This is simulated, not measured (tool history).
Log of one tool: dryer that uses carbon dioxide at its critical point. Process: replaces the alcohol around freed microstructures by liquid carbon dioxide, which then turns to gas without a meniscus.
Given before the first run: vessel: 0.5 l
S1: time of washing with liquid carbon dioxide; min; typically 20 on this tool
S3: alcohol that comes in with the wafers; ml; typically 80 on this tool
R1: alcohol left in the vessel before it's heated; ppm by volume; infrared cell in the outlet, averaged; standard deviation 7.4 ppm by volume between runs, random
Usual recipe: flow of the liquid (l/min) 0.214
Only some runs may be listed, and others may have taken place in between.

Run 1, hour 0: usual settings. Result: R1 895 ppm by volume.
Run 2, hour 23.7: usual settings. Result: R1 883 ppm by volume.
Run 3, hour 37.9: usual settings but S3 60 ml. Result: R1 705 ppm by volume.
Run 4, hour 60: usual settings but S3 97 ml. Result: R1 1195 ppm by volume.
Run 5, hour 77.1: usual settings but S3 97 ml. Result: R1 1223 ppm by volume.
Run 6, hour 96: usual settings but S3 97 ml. Result: R1 1235 ppm by volume.
Run 7, hour 120.6: usual settings but flow of the liquid (l/min) 0.21. Result: R1 1156 ppm by volume.
Run 8, hour 145.2: usual settings but flow of the liquid (l/min) 0.21. Result: R1 1203 ppm by volume.
At hour 165.1: inlet filter changed.
Run 9, hour 168.1: usual settings but flow of the liquid (l/min) 0.21. Result: R1 504 ppm by volume.
Run 10, hour 191.7: usual settings. Result: R1 481 ppm by volume.
Run 11, hour 202.6: usual settings but flow of the liquid (l/min) 0.329. Result: R1 116 ppm by volume.
Run 12, hour 215: usual settings but flow of the liquid (l/min) 0.329. Result: R1 107 ppm by volume.
Run 13, hour 227.6: usual settings but flow of the liquid (l/min) 0.329. Result: R1 120 ppm by volume.
Run 14, hour 251.7: usual settings. Result: R1 522 ppm by volume.
Run 15, hour 269.7: usual settings. Result: R1 524 ppm by volume.
Run 16, hour 281.3: usual settings. Result: R1 539 ppm by volume.
Run 17, hour 304.9: usual settings. Result: R1 550 ppm by volume.
Run 18, hour 326.6: usual settings but flow of the liquid (l/min) 0.168. Result: R1 1780 ppm by volume.
Run 19, hour 350.4: usual settings but flow of the liquid (l/min) 0.168. Result: R1 1818 ppm by volume.
Run 20, hour 361.9: usual settings but flow of the liquid (l/min) 0.168. Result: R1 1793 ppm by volume.
Run 21, hour 372.4: usual settings but flow of the liquid (l/min) 0.168. Result: R1 1901 ppm by volume.
Run 22, hour 390.2: usual settings but flow of the liquid (l/min) 0.168. Result: R1 1867 ppm by volume.
Run 23, hour 402.3: usual settings but flow of the liquid (l/min) 0.168. Result: R1 1917 ppm by volume.
Run 24, hour 413.9: usual settings but flow of the liquid (l/min) 0.168. Result: R1 1947 ppm by volume.
Run 25, hour 423.9: usual settings but flow of the liquid (l/min) 0.168. Result: R1 2019 ppm by volume.
Run 26, hour 447.2: usual settings but flow of the liquid (l/min) 0.168. Result: R1 2040 ppm by volume.
Run 27, hour 465.5: usual settings but S1 30 min, flow of the liquid (l/min) 0.196, S3 47 ml. Result: R1 159 ppm by volume.
Run 28, hour 480.8: usual settings but S1 30 min, flow of the liquid (l/min) 0.196, S3 47 ml. Result: R1 174 ppm by volume.
Run 29, hour 504.1: usual settings but flow of the liquid (l/min) 0.283. Result: R1 231 ppm by volume.
Run 30, hour 517.7: usual settings but flow of the liquid (l/min) 0.283. Result: R1 224 ppm by volume.
Run 31, hour 541.4: usual settings but S1 31 min, flow of the liquid (l/min) 0.261, S3 112 ml. Result: R1 141 ppm by volume.
Run 32, hour 558.1: usual settings but flow of the liquid (l/min) 0.189, S3 51 ml. Result: R1 960 ppm by volume.

What will run 33 give?
Run 33, hour 573.2: usual settings but flow of the liquid (l/min) 0.222, S3 51 ml. Result: R1 ?.

Run 33 measured R1 501 ppm by volume.
Take away the tool's hidden state, keep the run-to-run variation as it was, and the same run would have given R1 188 ppm by volume.

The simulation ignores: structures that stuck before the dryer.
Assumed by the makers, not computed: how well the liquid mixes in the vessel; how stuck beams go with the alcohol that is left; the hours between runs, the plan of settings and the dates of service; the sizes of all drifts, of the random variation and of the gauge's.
